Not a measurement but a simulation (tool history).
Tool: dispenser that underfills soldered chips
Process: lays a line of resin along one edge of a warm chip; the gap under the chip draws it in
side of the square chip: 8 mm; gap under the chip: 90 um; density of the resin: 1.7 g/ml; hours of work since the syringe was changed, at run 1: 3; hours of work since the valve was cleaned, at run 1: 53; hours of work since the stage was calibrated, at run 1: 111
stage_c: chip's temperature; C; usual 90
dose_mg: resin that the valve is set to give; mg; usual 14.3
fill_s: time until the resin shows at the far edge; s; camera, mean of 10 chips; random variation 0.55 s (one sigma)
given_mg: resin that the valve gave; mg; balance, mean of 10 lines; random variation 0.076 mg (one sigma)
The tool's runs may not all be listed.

run   hour  stage_c  dose_mg  hours of work since the syringe was changed  hours of work since the valve was cleaned  hours of work since the stage was calibrated  fill_s  given_mg
  1      0       90     14.3                                            3                                         53                                           111    52.6     13.85
  2      3       90     14.3                                            5                                         55                                           113    58.4     13.75
       6.6  -- new syringe of resin
  3    8.8       90     14.3                                            1                                         59                                           116      50     13.66
  4   11.1       90     14.3                                            3                                         61                                           118    54.2      13.8
  5   15.3       80     14.3                                            6                                         63                                           121    97.5     13.81
      16.6  -- new syringe of resin
      17.6  -- dispensing valve cleaned and set on the balance
  6   19.7       90     14.3                                            1                                          1                                           123    49.6     14.37
  7   24.7       90     14.3                                            5                                          5                                           126    58.6      14.3
      27.7  -- new syringe of resin
  8   28.2       90     14.3                                            0                                          7                                           128      47     14.25
  9   32.5       90     14.3                                            3                                         10                                           131    54.3     14.35
 10   36.6       90     17.9                                            6                                         13                                           134    59.5     17.79
      37.8  -- new syringe of resin
 11   39.5       90     17.9                                            1                                         15                                           136    47.6     17.76
 12   44.4       90     14.1                                            4                                         18                                           139    56.4     13.97
 13   47.4       80     14.3                                            7                                         20                                           141    98.7     14.07
        48  -- new syringe of resin
 14   50.2       80     14.3                                            1                                         22                                           143    79.7     14.11
 15   54.3       80     14.3                                            4                                         24                                           146    90.1     14.01
        58  -- new syringe of resin
 16   58.9       80     14.3                                            1                                         27                                           149    75.7     14.11
 17   61.9       84     14.3                                            3                                         29                                           151    69.2     14.02
 18   65.3       84     14.3                                            5                                         32                                           153      76        14
      68.2  -- new syringe of resin
 19   68.6       84     14.3                                            0                                         34                                           155    62.5     14.01
 20   72.7       84     14.3                                            3                                         36                                           158    70.8     13.91
 21   77.5       84     14.3                                            6                                         40                                           161    81.7     13.93
      78.1  -- new syringe of resin
 22   82.2       90     13.7                                            3                                         43                                           164    54.5     13.32
 23   87.1       90       15                                            6                                         46                                           168    62.9     14.55
      88.1  -- new syringe of resin
 24   92.4       90       15                                            3                                         49                                           171    54.6      14.5
 25   96.7       90       15                                            6                                         52                                           174    62.1     14.49
      98.1  -- new syringe of resin
 26  100.2      104     13.2                                            1                                         55                                           176    28.3     12.76
 27    105       90     17.8                                            5                                         58                                           179    56.7     16.92
     108.2  -- new syringe of resin
 28    109       90     17.8                                            1                                         60                                           182    46.3     16.94
 29  111.8       80     17.9                                            2                                         62                                           184    81.1     17.03
     115.7  -- dispensing valve cleaned and set on the balance
 30    117       91     16.7                                            5                                          1                                           187    56.5     16.71
     119.4  -- new syringe of resin
 31  121.5       91     16.7                                            1                                          4                                           189    47.5     16.69
 32    125       84     12.5                                            4                                          6                                           192    76.7     12.34
     129.4  -- new syringe of resin
 33  129.6       79       14                                            0                                          9                                           195    77.2     13.86
 34  133.5       79     17.9                                            3                                         12                                           197    86.4     17.83
 35  137.8       92     17.9                                            6                                         15                                           200    54.8     17.79
     139.5  -- new syringe of resin
 36  142.2       88     17.9                                            2                                         17                                           203    54.7     17.81
 37  145.5       85     14.3                                            4                                         20                                           205    72.4      14.2

3 ways to go on from here, each from the tool as it stands after run 37. What would each give?
  A  148.1       84     17.7                                            6                                         21                                           207       ?         ?
  B  148.1       99     17.3                                            6                                         21                                           207       ?         ?
  C  148.1       96     14.3                                            6                                         21                                           207       ?         ?

run  fill_s  given_mg
  A    81.4     17.54
  B    41.1     17.03
  C    49.1      14.1
Without the tool's hidden state the same runs would have given:
run  fill_s  given_mg
  A    59.2      17.8
  B    29.9     17.29
  C    35.6     14.31
